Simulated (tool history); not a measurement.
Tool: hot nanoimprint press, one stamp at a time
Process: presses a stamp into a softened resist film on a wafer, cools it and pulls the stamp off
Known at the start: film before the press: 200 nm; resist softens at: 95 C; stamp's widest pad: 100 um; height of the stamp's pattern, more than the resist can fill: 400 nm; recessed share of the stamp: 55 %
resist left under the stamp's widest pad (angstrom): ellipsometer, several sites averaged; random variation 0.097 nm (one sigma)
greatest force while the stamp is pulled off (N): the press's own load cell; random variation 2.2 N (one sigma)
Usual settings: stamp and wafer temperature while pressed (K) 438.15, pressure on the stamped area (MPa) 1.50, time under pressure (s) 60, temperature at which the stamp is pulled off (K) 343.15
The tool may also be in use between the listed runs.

run    day  stamp and wafer temperature while pressed (K)  pressure on the stamped area (MPa)  time under pressure (s)  temperature at which the stamp is pulled off (K)  resist left under the stamp's widest pad (angstrom)  greatest force while the stamp is pulled off (N)
  1  0.000                                         438.15                                1.50                       60                                            343.15                                                785.8                                                99
  2  0.483                                         438.15                                1.50                       60                                            343.15                                                787.3                                                99
  3  0.867                                         438.15                                1.50                       60                                            343.15                                                784.1                                               102
  4  1.292                                         438.15                                1.50                      113                                            343.15                                                620.2                                               101
  5  2.179                                         447.15                                1.50                       60                                            343.15                                                618.6                                               100
  6  2.771                                         438.15                                1.50                       60                                            335.15                                                783.8                                               118
  7  3.292                                         438.15                                1.50                       60                                            335.15                                                781.8                                               120
  8  4.058                                         445.15                                1.91                       60                                            334.15                                                567.3                                               121
     4.488  -- plate thermocouple calibrated
  9  4.758                                         450.15                                1.91                       34                                            334.15                                                621.3                                               122
 10  5.471                                         443.15                                1.50                       60                                            328.15                                                684.2                                               132
 11  6.233                                         442.15                                1.46                       60                                            343.15                                                711.9                                                97
 12  6.746                                         438.15                                1.67                       58                                            332.15                                                744.6                                               133
 13  7.204                                         438.15                                1.67                       58                                            332.15                                                745.6                                               128

Forecast each of these 4 alternatives for the next run:
  A  7.679                                         438.15                                1.90                       60                                            336.15                                                    ?                                                 ?
  B  7.679                                         438.15                                1.67                       58                                            332.15                                                    ?                                                 ?
  C  7.679                                         444.15                                1.99                       60                                            343.15                                                    ?                                                 ?
  D  7.679                                         447.15                                1.08                       58                                            332.15                                                    ?                                                 ?

run  resist left under the stamp's widest pad (angstrom)  greatest force while the stamp is pulled off (N)
  A                                                685.4                                               117
  B                                                745.6                                               121
  C                                                567.6                                                97
  D                                                748.3                                               125
Without the tool's hidden state the same runs would have given:
run  resist left under the stamp's widest pad (angstrom)  greatest force while the stamp is pulled off (N)
  A                                                690.5                                               116
  B                                                751.2                                               120
  C                                                571.9                                                96
  D                                                754.0                                               124
